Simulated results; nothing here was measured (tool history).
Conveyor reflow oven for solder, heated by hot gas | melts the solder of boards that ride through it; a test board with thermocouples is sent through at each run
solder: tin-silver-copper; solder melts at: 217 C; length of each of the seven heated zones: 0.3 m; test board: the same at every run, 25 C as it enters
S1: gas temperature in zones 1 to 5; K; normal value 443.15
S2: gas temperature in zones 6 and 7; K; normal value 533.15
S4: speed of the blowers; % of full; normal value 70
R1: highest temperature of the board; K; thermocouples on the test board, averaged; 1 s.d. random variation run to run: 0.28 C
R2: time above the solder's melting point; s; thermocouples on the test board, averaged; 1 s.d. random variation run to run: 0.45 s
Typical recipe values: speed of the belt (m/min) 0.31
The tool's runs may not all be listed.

Run 1, hour 0: usual settings. Result: R1 522.65 K, R2 85.9 s.
Run 2, hour 77.1: usual settings but speed of the belt (m/min) 0.314. Result: R1 523.15 K, R2 84.4 s.
Run 3, hour 156.8: usual settings. Result: R1 523.15 K, R2 86.2 s.
Run 4, hour 235.3: usual settings. Result: R1 523.35 K, R2 85.9 s.
Run 5, hour 329.2: usual settings. Result: R1 522.95 K, R2 86.2 s.
Run 6, hour 382: usual settings. Result: R1 523.05 K, R2 85.2 s.
Run 7, hour 477.4: usual settings but S1 448.15 K, S2 539.15 K, S4 55 % of full. Result: R1 525.65 K, R2 89.9 s.
Run 8, hour 552.6: usual settings but S1 448.15 K, S2 539.15 K, S4 55 % of full. Result: R1 525.75 K, R2 88.7 s.
Run 9, hour 654.5: usual settings but S2 523.15 K, speed of the belt (m/min) 0.259, S4 61 % of full. Result: R1 516.35 K, R2 94.7 s.
Run 10, hour 704.6: usual settings but S2 523.15 K, speed of the belt (m/min) 0.259, S4 61 % of full. Result: R1 516.15 K, R2 95.2 s.

Withheld: 1 entry from between the runs. Position of each, and hidden state at the listed run before versus the listed run after:
Logged between run 8 and run 9: flux residue cleaned out of gas plates and filters (hour 590.5)
  heat that the gas passes to the board, % of a clean oven's: 99.1 -> 99.9; belt's true speed, % of the reading: 99.9 -> 99.89; true gas temperature in zones 6 and 7 over the reading, C: 0.1 -> 0.12
